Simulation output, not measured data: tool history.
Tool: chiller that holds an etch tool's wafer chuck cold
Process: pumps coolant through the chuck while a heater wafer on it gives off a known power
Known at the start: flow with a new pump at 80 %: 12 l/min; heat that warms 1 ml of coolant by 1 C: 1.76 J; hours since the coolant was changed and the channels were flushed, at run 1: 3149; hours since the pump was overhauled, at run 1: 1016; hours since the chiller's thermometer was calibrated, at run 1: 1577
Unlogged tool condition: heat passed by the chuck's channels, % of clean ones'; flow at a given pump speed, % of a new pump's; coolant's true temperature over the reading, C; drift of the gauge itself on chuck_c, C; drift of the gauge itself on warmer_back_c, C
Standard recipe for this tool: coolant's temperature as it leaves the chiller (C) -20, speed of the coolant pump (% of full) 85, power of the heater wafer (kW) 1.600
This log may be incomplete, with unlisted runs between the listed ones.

run	hour	coolant's temperature as it leaves the chiller (C)	speed of the coolant pump (% of full)	power of the heater wafer (kW)	hours since the coolant was changed and the channels were flushed	hours since the pump was overhauled	hours since the chiller's thermometer was calibrated	chuck's temperature once it has settled (C)	how much warmer the coolant comes back (C)
1	0.0	-20	85	1.600	3149	1016	1577	-6.8	4.32
2	26.0	-20	85	1.518	3175	1042	1603	-7.4	4.06
3	63.6	-20	90	1.518	3213	1079	1640	-8.1	3.84
4	96.7	-20	90	1.518	3246	1112	1673	-8.0	3.86
5	132.9	-20	85	1.600	3282	1149	1710	-6.9	4.27
6	166.9	-20	85	1.600	3316	1182	1744	-6.9	4.36
7	211.2	-22	83	1.800	3360	1227	1788	-6.7	5.04
8	233.6	-22	83	1.800	3383	1249	1810	-6.7	5.02
9	271.8	-20	85	1.600	3421	1287	1849	-6.8	4.35
10	313.6	-19	66	1.600	3463	1329	1890	-2.9	5.66
11	352.8	-19	66	1.600	3502	1368	1930	-2.8	5.73
12	396.2	-19	66	1.600	3545	1412	1973	-2.9	5.64

How would selected steps in chuck's temperature once it has settled (C) from run to run divide? Give the signed amount a tool lacking its hidden state would still show from settings, what came in and random variation, and the signed amount left for the hidden state, including any gauge scatter that is not in both of the compared results.
Run 6 -> 7: coolant's temperature as it leaves the chiller (C) -20 -> -22, speed of the coolant pump (% of full) 85 -> 83, power of the heater wafer (kW) 1.600 -> 1.800. chuck's temperature once it has settled (C) +0.2: hidden state +0.3, all else -0.1.
Run 9 -> 10: coolant's temperature as it leaves the chiller (C) -20 -> -19, speed of the coolant pump (% of full) 85 -> 66. chuck's temperature once it has settled (C) +3.9: hidden state +0.3, all else +3.6.
